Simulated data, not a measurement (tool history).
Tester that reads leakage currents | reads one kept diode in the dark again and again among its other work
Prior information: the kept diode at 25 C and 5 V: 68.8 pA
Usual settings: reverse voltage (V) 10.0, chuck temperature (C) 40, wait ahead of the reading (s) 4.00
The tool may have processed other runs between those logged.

run    hour  reverse voltage (V)  chuck temperature (C)  wait ahead of the reading (s)  current that the tester gives (pA)
  1     0.0                 10.0                     40                           4.00                              294.47
  2    25.2                 10.0                     40                           4.00                              295.11
  3    61.5                 10.0                     32                           4.00                              168.74
  4    79.5                 12.1                     40                           4.00                              327.99
  5   109.5                 10.0                     40                           4.00                              296.14
  6   145.8                 10.0                     40                           4.00                              294.58
  7   187.8                 10.0                     40                           4.00                              294.50
  8   209.0                  2.6                     40                           4.00                              138.10
  9   228.2                  2.6                     40                           4.00                              137.26
 10   269.7                  2.6                     40                           4.00                              137.30
 11   289.9                 10.0                     40                           4.00                              295.72
 12   309.5                 10.0                     27                           4.00                              118.69
 13   336.1                 10.0                     27                           4.00                              118.39
 14   361.6                 10.0                     40                           1.67                              295.62
 15   395.1                 10.0                     40                           1.67                              296.48
 16   434.1                 10.0                     40                           1.67                              297.09
 17   460.1                  3.6                     40                           4.00                              164.78
 18   480.9                 10.0                     40                           4.00                              296.68
 19   509.1                 10.0                     40                           4.00                              294.41
 20   538.2                 10.0                     40                           4.00                              294.45
 21   562.9                 16.1                     38                           0.49                              338.80
 22   581.2                  1.6                     48                           1.55                              177.30
 23   614.6                 10.6                     48                           0.95                              517.79
 24   638.4                 10.6                     48                           0.95                              515.72
 25   668.5                 10.6                     48                           0.95                              517.97
 26   690.3                 10.6                     48                           0.95                              517.83
 27   716.6                  4.4                     56                           1.25                              515.33
 28   753.8                  4.4                     56                           1.25                              516.45
 29   787.1                  1.3                     31                           6.10                               49.85
 30   808.5                 10.0                     40                           0.67                              296.67
 31   851.7                 12.4                     40                           1.41                              331.39
 32   895.0                 11.7                     24                           3.33                              103.80
 33   927.2                 10.0                     48                           1.07                              499.84
 34   964.5                  5.3                     58                           0.82                              647.98
 35   998.9                 10.0                     24                           4.00                               94.61
 36  1031.7                 10.0                     24                           4.00                               95.12
 37  1063.0                 10.0                     24                           4.00                               95.02
 38  1081.8                 10.0                     24                           4.00                               94.82
 39  1116.5                 10.6                     57                           8.83                              906.68

Measured result minus the same run's result without the hidden state. Both carry the same run-to-run variation, though not necessarily the same gauge scatter:
The tool's hidden condition here consists of: stray current of the dirty probe card, pA a volt; current scale over the true one, %; true chuck temperature over the reading, C; drift of the gauge itself on leakage_pa, %.
run  current that the tester gives (pA)
  1                               -0.14
  2                               -0.15
  3                               -0.09
  4                               -0.18
  5                               -0.17
  6                               -0.18
  7                               -0.20
  8                               -0.09
  9                               -0.10
 10                               -0.10
 11                               -0.22
 12                               -0.09
 13                               -0.09
 14                               -0.24
 15                               -0.25
 16                               -0.26
 17                               -0.15
 18                               -0.28
 19                               -0.28
 20                               -0.29
 21                               -0.33
 22                               -0.18
 23                               -0.53
 24                               -0.53
 25                               -0.55
 26                               -0.56
 27                               -0.54
 28                               -0.57
 29                               -0.07
 30                               -0.36
 31                               -0.42
 32                               -0.14
 33                               -0.65
 34                               -0.81
 35                               -0.14
 36                               -0.14
 37                               -0.15
 38                               -0.15
 39                               -1.25
